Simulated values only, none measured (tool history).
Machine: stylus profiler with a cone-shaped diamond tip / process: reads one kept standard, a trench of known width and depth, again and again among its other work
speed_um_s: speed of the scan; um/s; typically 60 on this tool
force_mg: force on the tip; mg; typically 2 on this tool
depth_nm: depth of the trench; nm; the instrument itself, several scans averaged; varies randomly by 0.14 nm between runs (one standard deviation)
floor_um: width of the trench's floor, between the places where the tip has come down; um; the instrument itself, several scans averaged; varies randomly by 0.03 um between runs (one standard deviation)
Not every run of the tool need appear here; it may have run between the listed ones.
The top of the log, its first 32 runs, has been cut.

run,day,speed_um_s,force_mg,depth_nm,floor_um
33,127.608,82,4.55,511.63,14.93
34,132.696,86,3.19,509.8,14.76
35,135.192,132,1.44,507.39,14.51
36,139.471,94,2.7,509.67,14.6
37,145.158,94,2.7,509.61,14.58
38,150.912,94,2.7,510.17,14.54
39,155.221,94,2.7,510.42,14.36
40,159.838,208,3.93,512.21,14.09
# day 161.733: height scale calibrated on a step standard
41,164.725,46,1.21,503.12,14.34
# day 166.583: new tip fitted, height scale calibrated
42,169.133,54,2.07,505.14,16.75
43,173.083,54,2.07,505.4,16.7
44,177.95,60,1.88,505.09,16.51
45,180.262,60,1.88,505.11,16.49

5 options for the next run, each taken on its own from the tool as it stands now. Forecast them:
A,183.733,63,2.2,?,?
B,183.733,156,4.46,?,?
C,183.733,165,1.51,?,?
D,183.733,221,1.88,?,?
E,183.733,209,2,?,?

run,depth_nm,floor_um
A,505.93,16.41
B,508.66,16.25
C,504.95,16.03
D,505.43,15.85
E,505.63,15.98
With no hidden state in the tool, these same runs would have given:
run,depth_nm,floor_um
A,504.94,16.82
B,507.67,16.66
C,503.97,16.44
D,504.45,16.26
E,504.64,16.4
